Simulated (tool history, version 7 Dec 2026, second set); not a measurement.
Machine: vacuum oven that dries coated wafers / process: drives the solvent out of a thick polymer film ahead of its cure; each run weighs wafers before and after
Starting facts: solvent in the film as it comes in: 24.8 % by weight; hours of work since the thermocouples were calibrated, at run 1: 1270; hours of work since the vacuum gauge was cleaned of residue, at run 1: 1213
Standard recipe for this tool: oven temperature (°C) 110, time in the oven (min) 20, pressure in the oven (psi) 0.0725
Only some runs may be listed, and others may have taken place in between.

run,hour,oven temperature (°C),time in the oven (min),pressure in the oven (psi),hours of work since the thermocouples were calibrated,hours of work since the vacuum gauge was cleaned of residue,solvent left in the film (%)
1,0.0,110,20,0.0725,1270,1213,2.51
2,68.3,110,20,0.0725,1301,1244,2.61
3,120.9,110,20,0.0738,1325,1267,2.64
4,177.9,110,20,0.0738,1351,1293,2.60
5,218.2,110,20,0.0738,1369,1311,2.54
6,298.5,110,14,0.0725,1406,1348,4.53
7,377.0,110,14,0.0725,1441,1383,4.58
8,417.5,110,14,0.0725,1460,1402,4.59
9,455.7,110,14,0.0725,1477,1419,4.63
10,511.6,110,14,0.0725,1502,1445,4.66
# hour 533.2: oven's thermocouples calibrated
11,552.5,110,14,0.0725,9,1462,4.15
12,614.1,110,14,0.0725,37,1490,4.06
13,692.9,110,14,0.0725,72,1526,4.13
14,786.0,115,22,0.0377,115,1568,1.01
15,849.7,96,36,0.2218,144,1597,3.29
16,923.7,96,36,0.2218,177,1630,3.36
17,981.2,111,17,0.0946,203,1657,2.95
18,1045.7,111,17,0.0946,232,1686,2.86
19,1126.0,105,14,0.0611,269,1722,5.60
20,1168.1,97,20,0.0725,288,1741,5.50
21,1221.6,116,12,0.0574,312,1766,3.57

Predict the results of run 22:
22,1315.2,114,20,0.0416,355,1808,?

For run 22 the tool returned solvent left in the film (%) 1.55.
With no hidden state in the tool, this same run would have given solvent left in the film (%) 1.42.
